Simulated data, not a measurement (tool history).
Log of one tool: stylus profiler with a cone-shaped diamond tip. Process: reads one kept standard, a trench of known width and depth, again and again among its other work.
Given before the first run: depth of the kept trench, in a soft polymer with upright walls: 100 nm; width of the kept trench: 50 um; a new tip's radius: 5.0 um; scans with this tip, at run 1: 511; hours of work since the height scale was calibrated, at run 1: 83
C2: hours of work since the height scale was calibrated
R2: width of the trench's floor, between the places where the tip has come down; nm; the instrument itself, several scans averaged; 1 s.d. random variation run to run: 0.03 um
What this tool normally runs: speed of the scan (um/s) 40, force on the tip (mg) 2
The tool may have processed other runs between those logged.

{"run": 1, "hour": 0.0, "speed of the scan (um/s)": 40, "force on the tip (mg)": 2, "scans with this tip": 511, "C2": 83, "depth of the trench (nm)": 101.06, "R2": 47780}
{"run": 2, "hour": 26.2, "speed of the scan (um/s)": 40, "force on the tip (mg)": 2, "scans with this tip": 606, "C2": 99, "depth of the trench (nm)": 101.1, "R2": 47780}
{"run": 3, "hour": 70.0, "speed of the scan (um/s)": 40, "force on the tip (mg)": 2, "scans with this tip": 765, "C2": 125, "depth of the trench (nm)": 101.09, "R2": 47740}
{"run": 4, "hour": 133.9, "speed of the scan (um/s)": 45, "force on the tip (mg)": 2, "scans with this tip": 997, "C2": 163, "depth of the trench (nm)": 101.11, "R2": 47640}
{"run": 5, "hour": 197.3, "speed of the scan (um/s)": 45, "force on the tip (mg)": 2, "scans with this tip": 1228, "C2": 200, "depth of the trench (nm)": 101.03, "R2": 47670}
{"run": 6, "hour": 258.1, "speed of the scan (um/s)": 45, "force on the tip (mg)": 2, "scans with this tip": 1449, "C2": 236, "depth of the trench (nm)": 101.14, "R2": 47710}
{"run": 7, "hour": 320.8, "speed of the scan (um/s)": 83, "force on the tip (mg)": 2, "scans with this tip": 1676, "C2": 273, "depth of the trench (nm)": 101.04, "R2": 47500}
{"run": 8, "hour": 368.5, "speed of the scan (um/s)": 83, "force on the tip (mg)": 2, "scans with this tip": 1850, "C2": 302, "depth of the trench (nm)": 101.09, "R2": 47430}
{"run": 9, "hour": 428.0, "speed of the scan (um/s)": 83, "force on the tip (mg)": 2, "scans with this tip": 2066, "C2": 337, "depth of the trench (nm)": 101.1, "R2": 47500}
{"run": 10, "hour": 460.4, "speed of the scan (um/s)": 40, "force on the tip (mg)": 3.38, "scans with this tip": 2184, "C2": 356, "depth of the trench (nm)": 101.56, "R2": 47750}
{"run": 11, "hour": 516.4, "speed of the scan (um/s)": 40, "force on the tip (mg)": 3.38, "scans with this tip": 2387, "C2": 389, "depth of the trench (nm)": 101.58, "R2": 47680}
{"run": 12, "hour": 555.4, "speed of the scan (um/s)": 40, "force on the tip (mg)": 5.49, "scans with this tip": 2529, "C2": 412, "depth of the trench (nm)": 102.23, "R2": 47790}
{"run": 13, "hour": 591.4, "speed of the scan (um/s)": 40, "force on the tip (mg)": 5.49, "scans with this tip": 2659, "C2": 434, "depth of the trench (nm)": 102.2, "R2": 47700}
{"run": 14, "hour": 645.1, "speed of the scan (um/s)": 90, "force on the tip (mg)": 2, "scans with this tip": 2855, "C2": 465, "depth of the trench (nm)": 101.15, "R2": 47350}
{"run": 15, "hour": 688.0, "speed of the scan (um/s)": 90, "force on the tip (mg)": 2, "scans with this tip": 3010, "C2": 491, "depth of the trench (nm)": 101.18, "R2": 47410}
{"run": 16, "hour": 736.2, "speed of the scan (um/s)": 40, "force on the tip (mg)": 1.27, "scans with this tip": 3186, "C2": 519, "depth of the trench (nm)": 100.87, "R2": 47600}
{"run": 17, "hour": 790.1, "speed of the scan (um/s)": 40, "force on the tip (mg)": 1.27, "scans with this tip": 3381, "C2": 551, "depth of the trench (nm)": 100.85, "R2": 47540}
{"run": 18, "hour": 831.2, "speed of the scan (um/s)": 40, "force on the tip (mg)": 1.27, "scans with this tip": 3531, "C2": 576, "depth of the trench (nm)": 100.87, "R2": 47560}
{"run": 19, "hour": 877.6, "speed of the scan (um/s)": 40, "force on the tip (mg)": 1.27, "scans with this tip": 3699, "C2": 603, "depth of the trench (nm)": 100.84, "R2": 47550}
{"run": 20, "hour": 938.3, "speed of the scan (um/s)": 83, "force on the tip (mg)": 2, "scans with this tip": 3920, "C2": 639, "depth of the trench (nm)": 101.16, "R2": 47350}
{"run": 21, "hour": 996.1, "speed of the scan (um/s)": 40, "force on the tip (mg)": 2, "scans with this tip": 4130, "C2": 673, "depth of the trench (nm)": 101.17, "R2": 47590}
{"run": 22, "hour": 1027.0, "speed of the scan (um/s)": 40, "force on the tip (mg)": 2, "scans with this tip": 4242, "C2": 692, "depth of the trench (nm)": 101.15, "R2": 47590}
{"run": 23, "hour": 1086.0, "speed of the scan (um/s)": 40, "force on the tip (mg)": 2, "scans with this tip": 4456, "C2": 727, "depth of the trench (nm)": 101.14, "R2": 47530}
{"run": 24, "hour": 1138.5, "speed of the scan (um/s)": 10, "force on the tip (mg)": 1.01, "scans with this tip": 4647, "C2": 758, "depth of the trench (nm)": 100.75, "R2": 47670}
{"hour": 1142.7, "done": "height scale calibrated on a step standard"}
{"run": 25, "hour": 1184.3, "speed of the scan (um/s)": 95, "force on the tip (mg)": 3.16, "scans with this tip": 4812, "C2": 25, "depth of the trench (nm)": 101.56, "R2": 47350}
{"run": 26, "hour": 1211.4, "speed of the scan (um/s)": 95, "force on the tip (mg)": 3.16, "scans with this tip": 4910, "C2": 41, "depth of the trench (nm)": 101.65, "R2": 47320}
{"run": 27, "hour": 1238.8, "speed of the scan (um/s)": 95, "force on the tip (mg)": 0.75, "scans with this tip": 5010, "C2": 57, "depth of the trench (nm)": 100.71, "R2": 46950}
{"run": 28, "hour": 1272.2, "speed of the scan (um/s)": 56, "force on the tip (mg)": 2.99, "scans with this tip": 5131, "C2": 77, "depth of the trench (nm)": 101.56, "R2": 47480}
{"run": 29, "hour": 1336.0, "speed of the scan (um/s)": 56, "force on the tip (mg)": 2.12, "scans with this tip": 5363, "C2": 114, "depth of the trench (nm)": 101.34, "R2": 47430}
{"run": 30, "hour": 1393.3, "speed of the scan (um/s)": 92, "force on the tip (mg)": 1.18, "scans with this tip": 5571, "C2": 148, "depth of the trench (nm)": 100.88, "R2": 47130}
{"run": 31, "hour": 1440.0, "speed of the scan (um/s)": 139, "force on the tip (mg)": 0.69, "scans with this tip": 5741, "C2": 176, "depth of the trench (nm)": 100.71, "R2": 46560}
{"hour": 1490.2, "done": "height scale calibrated on a step standard, once more"}
{"run": 32, "hour": 1502.3, "speed of the scan (um/s)": 139, "force on the tip (mg)": 0.69, "scans with this tip": 5965, "C2": 7, "depth of the trench (nm)": 100.48, "R2": 46560}
{"run": 33, "hour": 1564.2, "speed of the scan (um/s)": 123, "force on the tip (mg)": 2.54, "scans with this tip": 6190, "C2": 44, "depth of the trench (nm)": 101.26, "R2": 47150}

Run 34 is up next; what results do you expect?
{"run": 34, "hour": 1600.6, "speed of the scan (um/s)": 75, "force on the tip (mg)": 1.47, "scans with this tip": 6322, "C2": 65, "depth of the trench (nm)": "?", "R2": "?"}

{"run 34": {"depth of the trench (nm)": 100.85, "R2": 47270}}
Take away the tool's hidden state, keep the run-to-run variation as it was, and the same run would have given depth of the trench (nm) 100.85, R2 47630 nm.
